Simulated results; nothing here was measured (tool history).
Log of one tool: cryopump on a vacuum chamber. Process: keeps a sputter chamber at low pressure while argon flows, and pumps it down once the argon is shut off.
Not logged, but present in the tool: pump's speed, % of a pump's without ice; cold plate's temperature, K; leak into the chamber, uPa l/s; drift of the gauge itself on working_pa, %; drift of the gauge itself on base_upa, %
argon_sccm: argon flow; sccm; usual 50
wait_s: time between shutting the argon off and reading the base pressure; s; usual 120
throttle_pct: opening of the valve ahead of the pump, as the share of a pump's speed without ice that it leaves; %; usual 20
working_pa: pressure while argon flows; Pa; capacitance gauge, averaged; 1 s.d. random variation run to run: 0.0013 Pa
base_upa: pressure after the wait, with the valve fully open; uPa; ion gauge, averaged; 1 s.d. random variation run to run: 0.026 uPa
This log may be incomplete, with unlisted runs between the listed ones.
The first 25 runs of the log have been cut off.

| run | hour | argon_sccm | wait_s | throttle_pct | hours of work since the pump was warmed up and emptied | hours of work since the cold head was overhauled | hours of work since the chamber's fittings were tightened | working_pa | base_upa |
|---|---|---|---|---|---|---|---|---|---|
| 26 | 450.7 | 34 | 120 | 36 | 118 | 958 | 952 | 0.121 | 2.08 |
| 27 | 462.7 | 34 | 120 | 36 | 129 | 969 | 962 | 0.1214 | 2.03 |
| 28 | 478.1 | 61 | 26 | 17 | 142 | 982 | 976 | 0.4517 | 5.16 |
| 29 | 497.6 | 61 | 131 | 20 | 160 | 1000 | 993 | 0.3882 | 2.03 |
| 30 | 522.6 | 61 | 131 | 20 | 182 | 1022 | 1015 | 0.3905 | 2.01 |
| 31 | 539.8 | 61 | 131 | 20 | 197 | 1037 | 1031 | 0.3912 | 2.1 |
| 32 | 559.1 | 61 | 131 | 20 | 214 | 1054 | 1048 | 0.3907 | 2.14 |
| 33 | 572.8 | 59 | 131 | 20 | 226 | 1066 | 1060 | 0.3836 | 2.08 |
| 34 | 583.5 | 59 | 131 | 20 | 236 | 1076 | 1070 | 0.3745 | 2.1 |

Here are 3 independent what-if runs from the current tool condition. What would each one return?
| A | 598.5 | 50 | 138 | 17 | 249 | 1089 | 1083 | ? | ? |
| B | 598.5 | 35 | 165 | 20 | 249 | 1089 | 1083 | ? | ? |
| C | 598.5 | 50 | 23 | 35 | 249 | 1089 | 1083 | ? | ? |

| run | working_pa | base_upa |
|---|---|---|
| A | 0.3764 | 2.07 |
| B | 0.2252 | 2.01 |
| C | 0.1885 | 5.96 |
With no hidden state in the tool, these same runs would have given:
| run | working_pa | base_upa |
|---|---|---|
| A | 0.3679 | 0.95 |
| B | 0.2192 | 0.87 |
| C | 0.1799 | 4.83 |

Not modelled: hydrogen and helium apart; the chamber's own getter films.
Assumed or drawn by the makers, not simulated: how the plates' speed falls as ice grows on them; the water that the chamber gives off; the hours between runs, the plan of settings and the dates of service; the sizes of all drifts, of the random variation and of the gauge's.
